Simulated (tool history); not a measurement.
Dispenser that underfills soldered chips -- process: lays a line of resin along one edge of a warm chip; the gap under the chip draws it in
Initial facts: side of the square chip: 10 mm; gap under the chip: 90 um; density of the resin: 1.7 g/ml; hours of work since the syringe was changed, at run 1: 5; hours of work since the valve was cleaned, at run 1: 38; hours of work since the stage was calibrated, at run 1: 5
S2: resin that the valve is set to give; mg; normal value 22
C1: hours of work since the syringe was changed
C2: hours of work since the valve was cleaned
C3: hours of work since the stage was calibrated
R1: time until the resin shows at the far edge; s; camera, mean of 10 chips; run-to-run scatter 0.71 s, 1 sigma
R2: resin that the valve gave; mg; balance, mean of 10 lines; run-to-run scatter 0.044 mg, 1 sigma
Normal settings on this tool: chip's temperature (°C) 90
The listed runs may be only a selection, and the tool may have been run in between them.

Run 1, hour 0: usual settings; C1 5; C2 38; C3 5. Result: R1 79.9 s, R2 21.34 mg.
At hour 6: new syringe of resin.
Run 2, hour 10.8: usual settings; C1 3; C2 46; C3 12. Result: R1 76.4 s, R2 21.33 mg.
Run 3, hour 17.9: usual settings; C1 8; C2 51; C3 17. Result: R1 99.8 s, R2 21.19 mg.
At hour 19: new syringe of resin.
At hour 26.1: dispensing valve cleaned and set on the balance.
Run 4, hour 29: usual settings; C1 6; C2 2; C3 24. Result: R1 90.2 s, R2 21.95 mg.
At hour 33: new syringe of resin.
Run 5, hour 37.4: usual settings; C1 3; C2 8; C3 29. Result: R1 75.3 s, R2 21.89 mg.
Run 6, hour 44.8: usual settings; C1 8; C2 13; C3 35. Result: R1 99.2 s, R2 21.75 mg.
At hour 46: new syringe of resin.
Run 7, hour 52.2: usual settings; C1 4; C2 18; C3 40. Result: R1 81.2 s, R2 21.72 mg.
At hour 58.9: new syringe of resin.
Run 8, hour 60.3: usual settings; C1 1; C2 23; C3 45. Result: R1 68.3 s, R2 21.63 mg.
Run 9, hour 69: usual settings; C1 7; C2 29; C3 51. Result: R1 95.1 s, R2 21.47 mg.
At hour 72.3: new syringe of resin.
Run 10, hour 77: usual settings; C1 3; C2 35; C3 57. Result: R1 77.6 s, R2 21.37 mg.
At hour 85.4: new syringe of resin.
Run 11, hour 88.6: usual settings; C1 2; C2 43; C3 64. Result: R1 70.9 s, R2 21.24 mg.
Run 12, hour 97: usual settings; C1 8; C2 48; C3 70. Result: R1 97.5 s, R2 21.22 mg.
At hour 98.3: new syringe of resin.
Run 13, hour 104.6: usual settings but chip's temperature (°C) 92, S2 23.9 mg; C1 4; C2 54; C3 75. Result: R1 76.5 s, R2 23.01 mg.
At hour 108.8: dispensing valve cleaned and set on the balance.
At hour 112.1: new syringe of resin.
Run 14, hour 115.2: usual settings but chip's temperature (°C) 76, S2 21 mg; C1 2; C2 4; C3 82. Result: R1 110.6 s, R2 20.98 mg.
Run 15, hour 122.9: usual settings but chip's temperature (°C) 94, S2 22.2 mg; C1 8; C2 10; C3 87. Result: R1 87.1 s, R2 22.08 mg.
At hour 125.3: new syringe of resin.
Run 16, hour 132.3: usual settings but chip's temperature (°C) 102, S2 25.9 mg; C1 5; C2 16; C3 94. Result: R1 59.7 s, R2 25.68 mg.
At hour 138.6: new syringe of resin.
Run 17, hour 139.6: usual settings but chip's temperature (°C) 87, S2 23.3 mg; C1 1; C2 21; C3 98. Result: R1 74.4 s, R2 22.98 mg.
Run 18, hour 145.6: usual settings but chip's temperature (°C) 87, S2 23.3 mg; C1 5; C2 25; C3 103. Result: R1 92.3 s, R2 22.88 mg.
At hour 151.5: new syringe of resin.
Run 19, hour 155.3: usual settings but chip's temperature (°C) 97, S2 26.3 mg; C1 3; C2 32; C3 109. Result: R1 61.6 s, R2 25.77 mg.
Run 20, hour 161.6: usual settings but chip's temperature (°C) 97, S2 26.3 mg; C1 7; C2 36; C3 114. Result: R1 76.7 s, R2 25.65 mg.
At hour 164.2: new syringe of resin.
Run 21, hour 167.2: usual settings but chip's temperature (°C) 99, S2 26.7 mg; C1 2; C2 40; C3 117. Result: R1 56.8 s, R2 25.97 mg.
Run 22, hour 176.3: usual settings but chip's temperature (°C) 77, S2 24.3 mg; C1 8; C2 46; C3 124. Result: R1 142 s, R2 23.49 mg.
At hour 177.5: new syringe of resin.
Run 23, hour 187.5: usual settings but chip's temperature (°C) 97, S2 21.2 mg; C1 7; C2 54; C3 131. Result: R1 78.6 s, R2 20.43 mg.
At hour 190.6: new syringe of resin.
At hour 191.6: dispensing valve cleaned and set on the balance.
Run 24, hour 193.5: usual settings but chip's temperature (°C) 97, S2 21.2 mg; C1 1; C2 1; C3 135. Result: R1 59.7 s, R2 21.12 mg.

What if the next run were any one of these 4? Each begins from the tool's condition after run 24:
Run A, hour 198.2: usual settings but chip's temperature (°C) 80, S2 22.2 mg; C1 5; C2 5; C3 138. Result: R1 ?, R2 ?.
Run B, hour 198.2: usual settings but chip's temperature (°C) 103, S2 27 mg; C1 5; C2 5; C3 138. Result: R1 ?, R2 ?.
Run C, hour 198.2: usual settings but S2 28.4 mg; C1 5; C2 5; C3 138. Result: R1 ?, R2 ?.
Run D, hour 198.2: usual settings but S2 21.2 mg; C1 5; C2 5; C3 138. Result: R1 ?, R2 ?.

run     R1     R2
  A  110.5  22.14
  B   57.5  26.85
  C   80.5  28.35
  D   85.8  21.18
Had the tool no hidden state, the same runs would have come out as:
run    R1     R2
  A  85.2  22.22
  B  44.4  26.95
  C  62.2  28.45
  D  66.4  21.26
